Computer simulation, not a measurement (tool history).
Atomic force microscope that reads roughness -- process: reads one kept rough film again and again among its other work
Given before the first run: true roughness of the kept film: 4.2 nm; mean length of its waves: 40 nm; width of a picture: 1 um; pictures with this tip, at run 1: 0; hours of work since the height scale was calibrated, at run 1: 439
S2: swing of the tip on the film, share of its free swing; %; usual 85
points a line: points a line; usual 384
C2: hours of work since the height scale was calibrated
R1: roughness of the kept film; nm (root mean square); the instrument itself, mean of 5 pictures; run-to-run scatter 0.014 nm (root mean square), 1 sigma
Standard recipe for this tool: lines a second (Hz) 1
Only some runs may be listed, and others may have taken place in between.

run 1 day=0.000 | lines_a_second_(Hz)=1 S2=85 points_a_line=384 | pictures_with_this_tip=0 C2=439 | R1=3.361
run 2 day=0.696 | lines_a_second_(Hz)=1 S2=72 points_a_line=384 | pictures_with_this_tip=22 C2=446 | R1=3.555
run 3 day=1.475 | lines_a_second_(Hz)=1 S2=72 points_a_line=384 | pictures_with_this_tip=47 C2=454 | R1=3.562
run 4 day=2.575 | lines_a_second_(Hz)=1 S2=72 points_a_line=384 | pictures_with_this_tip=82 C2=465 | R1=3.557
-- day=3.404 new tip fitted
run 5 day=3.788 | lines_a_second_(Hz)=1 S2=72 points_a_line=384 | pictures_with_this_tip=13 C2=477 | R1=3.551
run 6 day=5.146 | lines_a_second_(Hz)=1 S2=85 points_a_line=778 | pictures_with_this_tip=56 C2=490 | R1=3.353
run 7 day=5.929 | lines_a_second_(Hz)=1 S2=85 points_a_line=778 | pictures_with_this_tip=82 C2=498 | R1=3.349
-- day=6.771 new tip fitted
run 8 day=6.771 | lines_a_second_(Hz)=1 S2=85 points_a_line=778 | pictures_with_this_tip=0 C2=506 | R1=3.373
run 9 day=7.862 | lines_a_second_(Hz)=1 S2=60 points_a_line=384 | pictures_with_this_tip=35 C2=517 | R1=3.705

Run 10 is up next; what results do you expect?
run 10 day=8.588 | lines_a_second_(Hz)=1 S2=60 points_a_line=384 | pictures_with_this_tip=59 C2=524 | R1=?

R1: 3.658 nm (root mean square)
Minus the tool's unlogged condition, the same run would have read R1 3.664 nm (root mean square).

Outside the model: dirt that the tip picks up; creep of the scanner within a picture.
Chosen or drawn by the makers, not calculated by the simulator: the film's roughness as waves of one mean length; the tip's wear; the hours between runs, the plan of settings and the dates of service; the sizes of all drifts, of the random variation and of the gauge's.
